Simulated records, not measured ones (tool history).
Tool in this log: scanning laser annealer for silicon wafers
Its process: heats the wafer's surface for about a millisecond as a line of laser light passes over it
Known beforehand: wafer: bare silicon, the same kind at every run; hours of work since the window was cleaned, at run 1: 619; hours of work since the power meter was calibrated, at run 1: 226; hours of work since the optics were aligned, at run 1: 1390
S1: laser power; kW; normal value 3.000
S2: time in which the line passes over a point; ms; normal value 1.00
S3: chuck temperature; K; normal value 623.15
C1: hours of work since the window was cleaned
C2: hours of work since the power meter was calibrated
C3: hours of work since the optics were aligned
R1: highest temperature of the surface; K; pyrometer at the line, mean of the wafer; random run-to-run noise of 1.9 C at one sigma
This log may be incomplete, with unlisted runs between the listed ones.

run   hour     S1    S2      S3   C1   C2    C3       R1
  1    0.0  3.000  1.00  623.15  619  226  1390  1379.15
  2   14.8  3.000  1.00  623.15  625  232  1396  1377.15
  3   22.5  3.000  1.00  623.15  629  235  1399  1378.15
  4   34.2  3.000  0.94  623.15  634  240  1404  1353.15
  5   41.0  3.000  0.76  623.15  636  243  1407  1283.15
  6   53.2  3.000  0.76  623.15  642  248  1412  1285.15
  7   60.1  3.000  0.76  623.15  645  251  1415  1283.15
  8   72.8  3.000  0.76  623.15  650  256  1420  1282.15
  9   84.9  3.000  0.76  623.15  655  261  1425  1279.15
 10   98.0  2.847  1.00  623.15  661  267  1431  1334.15
 11  111.0  3.000  1.00  625.15  666  272  1436  1374.15
 12  118.1  3.000  1.00  625.15  669  275  1439  1374.15
 13  129.1  3.000  1.00  625.15  674  280  1444  1378.15
 14  137.1  3.000  1.00  623.15  677  283  1447  1376.15
 15  151.6  3.055  1.00  623.15  683  289  1454  1390.15
 16  160.6  3.055  1.00  623.15  687  293  1457  1392.15
 17  171.8  3.055  1.00  623.15  692  298  1462  1389.15
 18  186.3  3.055  1.00  623.15  698  304  1468  1389.15
 19  193.7  3.055  1.00  623.15  701  307  1471  1392.15
 20  199.9  3.055  1.00  623.15  703  310  1474  1392.15
 21  212.7  3.055  1.00  623.15  709  315  1479  1390.15
 22  221.3  2.801  0.72  589.15  712  319  1483  1179.15
 23  227.8  2.801  0.72  589.15  715  322  1486  1181.15
 24  234.3  3.268  1.00  586.15  718  324  1488  1411.15
 25  244.1  2.645  0.85  607.15  722  328  1493  1209.15
 26  258.7  3.000  1.23  592.15  728  335  1499  1422.15
 27  268.9  3.000  1.23  592.15  733  339  1503  1421.15
 28  277.9  2.839  1.04  623.15  736  343  1507  1338.15
 29  292.1  3.278  1.00  623.15  742  349  1513  1451.15
 30  302.9  3.278  1.00  623.15  747  353  1517  1452.15
     312.5  -- window over the wafer cleaned
 31  315.2  3.073  1.15  620.15    1  358  1522  1483.15
 32  322.9  3.073  1.15  620.15    4  361  1525  1482.15
 33  336.3  2.906  0.75  623.15   10  367  1531  1276.15
 34  344.3  2.963  0.90  662.15   13  370  1534  1395.15
 35  357.7  2.963  1.24  650.15   19  376  1540  1504.15
 36  366.0  2.963  1.24  650.15   23  379  1543  1503.15
 37  380.7  3.242  1.00  641.15   29  385  1549  1495.15
 38  387.0  3.242  1.00  641.15   31  388  1552  1488.15
 39  400.1  3.242  1.00  641.15   37  393  1558  1490.15
 40  414.6  3.242  1.00  641.15   43  400  1564  1491.15
 41  421.3  3.000  1.00  647.15   46  402  1566  1428.15
 42  435.4  2.594  1.00  623.15   52  408  1572  1283.15

Hidden condition of the tool, last listed run before each entry between runs versus first listed run after:
Run 30 -> run 31: window over the wafer cleaned (hour 312.5)
  light that passes the window, % of a clean one's: 96.22 -> 99.94; width of the line over the set one, %: 2.89 -> 2.9
  the result without the hidden state subtracted from the measured one, R1: -54.00 -> -18.00 K
